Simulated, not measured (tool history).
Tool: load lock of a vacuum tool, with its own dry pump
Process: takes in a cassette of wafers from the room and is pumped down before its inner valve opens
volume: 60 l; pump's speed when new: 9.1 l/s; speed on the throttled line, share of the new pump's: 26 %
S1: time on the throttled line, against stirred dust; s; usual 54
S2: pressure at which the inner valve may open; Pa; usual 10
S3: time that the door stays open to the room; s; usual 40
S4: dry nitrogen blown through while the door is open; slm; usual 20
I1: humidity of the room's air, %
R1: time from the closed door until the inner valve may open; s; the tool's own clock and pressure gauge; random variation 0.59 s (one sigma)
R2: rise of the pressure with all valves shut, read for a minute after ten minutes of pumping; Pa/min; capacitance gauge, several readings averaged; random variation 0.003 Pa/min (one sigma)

run	day	S1	S2	S3	S4	I1	R1	R2
1	0.000	54	10	40	20	45.8	101.8	0.022
2	7.958	54	10	40	20	46.1	101.5	0.022
3	15.100	54	10	40	20	48.2	100.8	0.028
4	20.467	54	10	40	20	44.8	100.6	0.020
5	24.746	54	10	40	20	41.4	100.6	0.024
6	32.183	54	10	40	20	42.6	101.9	0.021
7	40.088	54	10	40	7	46.2	100.8	0.038
8	43.588	54	10	40	20	40.6	102.1	0.024
9	51.575	30	10	40	20	43.3	82.8	0.025
10	59.321	54	10	40	20	48.2	102.1	0.028
11	66.412	54	10	40	20	45.0	101.0	0.024
12	71.946	54	10	40	20	44.0	100.2	0.019
13	78.800	54	10	40	20	48.4	101.6	0.028
14	85.658	54	8	40	20	46.6	103.4	0.025
15	90.762	54	10	40	40	46.0	101.4	0.014
16	94.858	54	10	205	20	48.5	101.4	0.074
17	102.862	54	10	205	20	45.9	102.3	0.068
18	106.542	54	18	205	20	45.3	97.5	0.070
19	110.592	54	10	232	20	42.9	102.0	0.076
20	117.004	54	10	232	20	44.3	101.1	0.078
21	122.417	54	10	116	20	48.0	101.9	0.054
22	128.417	54	8	65	20	47.8	103.1	0.030
23	134.350	54	20	40	7	43.9	97.6	0.037
24	137.696	54	8	125	20	44.2	103.2	0.055
25	143.117	54	8	125	20	43.5	103.2	0.049
26	149.392	54	7	148	20	48.6	104.2	0.055
27	156.412	33	14	148	6	47.9	83.5	0.099
28	160.450	48	12	148	9	47.6	95.9	0.086
29	165.879	48	12	148	9	47.0	95.7	0.087
30	171.862	48	12	148	9	45.4	95.6	0.085
31	176.479	54	8	37	20	44.3	103.5	0.018
32	180.088	54	8	37	30	47.8	102.4	0.022
33	186.533	48	13	37	9	45.5	94.8	0.028
34	192.267	54	12	40	9	45.7	99.6	0.035
35	196.204	54	12	40	9	43.7	100.2	0.038
36	203.758	54	12	40	9	47.0	100.4	0.032
37	208.212	54	8	40	20	44.2	103.2	0.025

Forecast each of these 3 alternatives for the next run:
A	214.188	33	18	40	33	44.4	?	?
B	214.188	54	7	40	20	47.9	?	?
C	214.188	104	10	40	20	45.3	?	?

run	R1	R2
A	81.3	0.021
B	103.6	0.027
C	139.0	0.023
Without the tool's hidden state the same runs would have given:
run	R1	R2
A	81.3	0.020
B	103.6	0.026
C	139.0	0.022
